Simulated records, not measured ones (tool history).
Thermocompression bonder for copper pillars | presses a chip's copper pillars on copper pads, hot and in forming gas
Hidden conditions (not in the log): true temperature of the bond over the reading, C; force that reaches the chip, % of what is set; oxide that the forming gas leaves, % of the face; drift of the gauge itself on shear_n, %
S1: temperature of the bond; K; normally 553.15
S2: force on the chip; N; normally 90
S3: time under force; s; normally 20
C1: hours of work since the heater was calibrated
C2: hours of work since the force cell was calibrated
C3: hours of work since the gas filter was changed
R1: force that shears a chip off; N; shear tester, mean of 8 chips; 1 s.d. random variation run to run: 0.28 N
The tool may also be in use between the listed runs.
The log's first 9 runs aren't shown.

run,hour,S1,S2,S3,C1,C2,C3,R1
10,56.6,553.15,90,20,617,32,70,63.4
11,63.3,553.15,90,20,621,35,73,64
12,67.4,553.15,90,20,623,37,75,63.1
13,73,553.15,90,20,625,40,78,63.1
14,77.2,535.15,90,20,627,42,80,50.9
15,83,535.15,90,20,630,44,83,51.2
16,92.3,553.15,81,20,634,49,87,60.5
17,102.2,553.15,90,20,639,54,92,63.4
18,108.6,553.15,90,20,642,57,95,63.4
19,116.3,553.15,90,20,646,60,98,63.1
20,125.3,559.15,90,20,650,65,103,67.1
21,132.7,553.15,90,11,654,68,106,53.2
22,139.7,573.15,90,11,657,71,110,65.8
23,148.1,533.15,90,33,661,75,114,58.4
24,156.3,533.15,75,33,665,79,118,52.9
25,163.8,533.15,80,33,669,83,121,54.9
26,168.4,553.15,95,26,671,85,123,69
# hour 170.8: force cell calibrated
27,178.4,557.15,90,20,675,4,127,66

Forecast run 28:
28,183.8,566.15,117,20,677,6,130,?

{"run 28": {"R1": 77.8}}
On a tool with no hidden condition, and with the same random variation, this run would have come out at R1 75.1 N.

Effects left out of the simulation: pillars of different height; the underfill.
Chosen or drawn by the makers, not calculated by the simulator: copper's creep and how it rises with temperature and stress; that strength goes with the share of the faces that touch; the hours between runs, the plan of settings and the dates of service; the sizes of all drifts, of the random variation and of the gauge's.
